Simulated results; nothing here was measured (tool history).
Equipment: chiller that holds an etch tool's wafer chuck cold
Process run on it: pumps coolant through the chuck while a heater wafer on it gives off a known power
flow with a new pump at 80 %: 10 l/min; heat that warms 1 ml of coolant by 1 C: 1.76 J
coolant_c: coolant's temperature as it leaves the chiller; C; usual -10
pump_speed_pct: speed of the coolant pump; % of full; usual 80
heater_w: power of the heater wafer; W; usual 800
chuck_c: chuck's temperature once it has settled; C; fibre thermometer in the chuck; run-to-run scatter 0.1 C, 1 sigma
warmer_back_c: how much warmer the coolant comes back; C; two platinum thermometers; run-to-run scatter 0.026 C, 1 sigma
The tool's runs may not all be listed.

| run | hour | coolant_c | pump_speed_pct | heater_w | chuck_c | warmer_back_c |
|---|---|---|---|---|---|---|
| 1 | 0.0 | -10 | 80 | 800 | -1.2 | 2.86 |
| 2 | 63.0 | -10 | 80 | 800 | -1.2 | 2.86 |
| 3 | 116.9 | -10 | 80 | 800 | -1.3 | 2.83 |
| 4 | 181.4 | -10 | 80 | 800 | -1.2 | 2.89 |
| 5 | 235.1 | -10 | 80 | 800 | -1.2 | 2.85 |
| 6 | 282.6 | -10 | 80 | 800 | -1.3 | 2.89 |
| 7 | 334.5 | -10 | 80 | 800 | -1.4 | 2.88 |
| 8 | 383.4 | -10 | 80 | 800 | -1.2 | 2.87 |
| 9 | 417.9 | -12 | 70 | 474 | -6.2 | 2.02 |
| 10 | 476.8 | -12 | 70 | 474 | -6.3 | 2.01 |
| 11 | 536.1 | -17 | 70 | 474 | -11.3 | 1.96 |
| 12 | 583.4 | -17 | 70 | 474 | -11.1 | 2.00 |
| 13 | 641.0 | -19 | 95 | 697 | -12.5 | 2.07 |
| 14 | 714.7 | -16 | 80 | 800 | -7.2 | 2.87 |
| 15 | 769.0 | -16 | 80 | 800 | -7.2 | 2.88 |
| 16 | 825.4 | -17 | 63 | 561 | -9.3 | 2.67 |

5 ways to go on from here, each from the tool as it stands after run 16. What would each give?
| A | 857.0 | -3 | 95 | 800 | ? | ? |
| B | 857.0 | -6 | 64 | 573 | ? | ? |
| C | 857.0 | -10 | 80 | 600 | ? | ? |
| D | 857.0 | -12 | 80 | 800 | ? | ? |
| E | 857.0 | -10 | 72 | 800 | ? | ? |

| run | chuck_c | warmer_back_c |
|---|---|---|
| A | 4.6 | 2.38 |
| B | 1.8 | 2.65 |
| C | -3.5 | 2.21 |
| D | -3.1 | 2.93 |
| E | -0.2 | 3.29 |
The same runs, with their run-to-run variation unchanged, on a tool lacking any hidden condition would have given:
| run | chuck_c | warmer_back_c |
|---|---|---|
| A | 3.9 | 2.23 |
| B | 1.0 | 2.49 |
| C | -4.1 | 2.08 |
| D | -4.0 | 2.75 |
| E | -1.4 | 3.09 |
